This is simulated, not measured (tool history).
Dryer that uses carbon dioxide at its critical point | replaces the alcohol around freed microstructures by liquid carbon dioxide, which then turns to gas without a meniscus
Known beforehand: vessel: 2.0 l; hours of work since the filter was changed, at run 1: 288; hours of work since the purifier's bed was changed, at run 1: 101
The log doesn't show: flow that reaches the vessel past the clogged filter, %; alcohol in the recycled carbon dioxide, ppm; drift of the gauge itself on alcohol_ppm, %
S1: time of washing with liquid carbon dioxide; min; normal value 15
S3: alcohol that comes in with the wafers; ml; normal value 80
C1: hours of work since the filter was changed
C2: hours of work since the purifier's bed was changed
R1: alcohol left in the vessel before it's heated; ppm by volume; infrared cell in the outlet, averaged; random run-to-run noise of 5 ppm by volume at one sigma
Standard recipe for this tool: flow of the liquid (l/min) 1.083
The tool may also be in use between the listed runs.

Run 1, hour 0: usual settings; C1 288; C2 101. Result: R1 57 ppm by volume.
Run 2, hour 26.1: usual settings; C1 300; C2 112. Result: R1 59 ppm by volume.
Run 3, hour 53.3: usual settings; C1 312; C2 125. Result: R1 68 ppm by volume.
Run 4, hour 75.5: usual settings; C1 322; C2 135. Result: R1 71 ppm by volume.
Run 5, hour 104.8: usual settings but flow of the liquid (l/min) 0.83; C1 335; C2 148. Result: R1 190 ppm by volume.
Run 6, hour 128.1: usual settings but flow of the liquid (l/min) 0.83; C1 346; C2 159. Result: R1 192 ppm by volume.
Run 7, hour 178: usual settings but S1 16 min; C1 369; C2 182. Result: R1 63 ppm by volume.
Run 8, hour 199.1: usual settings but flow of the liquid (l/min) 1.8; C1 378; C2 191. Result: R1 51 ppm by volume.
Run 9, hour 233.2: usual settings but flow of the liquid (l/min) 1.8; C1 394; C2 207. Result: R1 43 ppm by volume.
Run 10, hour 282.6: usual settings; C1 416; C2 229. Result: R1 96 ppm by volume.
Run 11, hour 316: usual settings but S3 58 ml; C1 431; C2 244. Result: R1 87 ppm by volume.
Run 12, hour 337.8: usual settings but S3 58 ml; C1 441; C2 254. Result: R1 90 ppm by volume.
Run 13, hour 381.6: usual settings but S3 58 ml; C1 461; C2 274. Result: R1 97 ppm by volume.
Run 14, hour 412.5: usual settings but S3 58 ml; C1 475; C2 288. Result: R1 99 ppm by volume.
Run 15, hour 446: usual settings but S3 58 ml; C1 491; C2 304. Result: R1 107 ppm by volume.
At hour 475.3: inlet filter changed.
Run 16, hour 492.9: usual settings but S3 58 ml; C1 8; C2 324. Result: R1 89 ppm by volume.
Run 17, hour 529.2: usual settings but S3 58 ml; C1 25; C2 341. Result: R1 104 ppm by volume.
Run 18, hour 570.7: usual settings but S3 58 ml; C1 43; C2 360. Result: R1 106 ppm by volume.
Run 19, hour 601.8: usual settings but S1 19 min, S3 58 ml; C1 58; C2 374. Result: R1 100 ppm by volume.
Run 20, hour 628: usual settings; C1 69; C2 386. Result: R1 111 ppm by volume.
Run 21, hour 649.8: usual settings; C1 79; C2 396. Result: R1 105 ppm by volume.
Run 22, hour 671.4: usual settings but S3 29 ml; C1 89; C2 406. Result: R1 105 ppm by volume.
Run 23, hour 717.2: usual settings but S3 29 ml; C1 110; C2 426. Result: R1 114 ppm by volume.
Run 24, hour 764.3: usual settings but flow of the liquid (l/min) 1.03, S3 95 ml; C1 132; C2 448. Result: R1 143 ppm by volume.
Run 25, hour 797.6: usual settings but flow of the liquid (l/min) 1.03, S3 95 ml; C1 147; C2 463. Result: R1 141 ppm by volume.
Run 26, hour 843.3: usual settings but flow of the liquid (l/min) 1.03, S3 95 ml; C1 167; C2 484. Result: R1 151 ppm by volume.
Run 27, hour 893.1: usual settings but S1 9 min, flow of the liquid (l/min) 0.78, S3 62 ml; C1 190; C2 506. Result: R1 1227 ppm by volume.
Run 28, hour 926.3: usual settings but S1 9 min, flow of the liquid (l/min) 0.78, S3 62 ml; C1 205; C2 522. Result: R1 1234 ppm by volume.
Run 29, hour 961: usual settings but S1 12 min, flow of the liquid (l/min) 1.23, S3 73 ml; C1 221; C2 537. Result: R1 170 ppm by volume.
Run 30, hour 990.2: usual settings but S1 16 min, S3 107 ml; C1 234; C2 551. Result: R1 157 ppm by volume.
Run 31, hour 1036.6: usual settings but flow of the liquid (l/min) 1.41, S3 29 ml; C1 255; C2 572. Result: R1 136 ppm by volume.
Run 32, hour 1086.5: usual settings but S1 13 min, flow of the liquid (l/min) 1.2, S3 41 ml; C1 278; C2 595. Result: R1 153 ppm by volume.
Run 33, hour 1137.6: usual settings but S1 13 min; C1 301; C2 618. Result: R1 211 ppm by volume.
Run 34, hour 1176.8: usual settings but flow of the liquid (l/min) 0.97; C1 319; C2 636. Result: R1 207 ppm by volume.
Run 35, hour 1217.9: usual settings but flow of the liquid (l/min) 0.91; C1 338; C2 654. Result: R1 235 ppm by volume.
Run 36, hour 1253.8: usual settings but flow of the liquid (l/min) 0.91, S3 58 ml; C1 354; C2 671. Result: R1 221 ppm by volume.
Run 37, hour 1302.7: usual settings but flow of the liquid (l/min) 1.66; C1 376; C2 693. Result: R1 167 ppm by volume.
Run 38, hour 1349.4: usual settings but S1 16 min, flow of the liquid (l/min) 1.55, S3 75 ml; C1 398; C2 714. Result: R1 166 ppm by volume.
Run 39, hour 1394.7: usual settings but S1 16 min, flow of the liquid (l/min) 1, S3 46 ml; C1 418; C2 735. Result: R1 193 ppm by volume.
Run 40, hour 1436.9: usual settings but S1 17 min, flow of the liquid (l/min) 0.96; C1 438; C2 754. Result: R1 211 ppm by volume.
Run 41, hour 1474.6: usual settings but S1 11 min, flow of the liquid (l/min) 0.86, S3 29 ml; C1 455; C2 771. Result: R1 412 ppm by volume.
Run 42, hour 1501.2: usual settings but S1 13 min, flow of the liquid (l/min) 1.57, S3 35 ml; C1 467; C2 783. Result: R1 185 ppm by volume.
Run 43, hour 1542.7: usual settings but S1 13 min, flow of the liquid (l/min) 1.57, S3 35 ml; C1 486; C2 802. Result: R1 183 ppm by volume.
Run 44, hour 1570.7: usual settings but S1 12 min, flow of the liquid (l/min) 1.12, S3 90 ml; C1 498; C2 815. Result: R1 318 ppm by volume.
At hour 1580.9: inlet filter changed.
Run 45, hour 1614.5: usual settings but flow of the liquid (l/min) 0.92, S3 64 ml; C1 15; C2 834. Result: R1 227 ppm by volume.
Run 46, hour 1654.7: usual settings but flow of the liquid (l/min) 1.46; C1 34; C2 853. Result: R1 191 ppm by volume.

3 options for the next run, each taken on its own from the tool as it stands now. Forecast them:
Run A, hour 1685.3: usual settings but S1 11 min, flow of the liquid (l/min) 0.87, S3 76 ml; C1 48; C2 867. Result: R1 ?.
Run B, hour 1685.3: usual settings but S1 14 min, flow of the liquid (l/min) 0.83, S3 34 ml; C1 48; C2 867. Result: R1 ?.
Run C, hour 1685.3: usual settings but flow of the liquid (l/min) 1.58; C1 48; C2 867. Result: R1 ?.

run   R1
  A  575
  B  267
  C  201
Without the tool's unlogged condition, the same runs would have read:
run   R1
  A  351
  B   63
  C    5
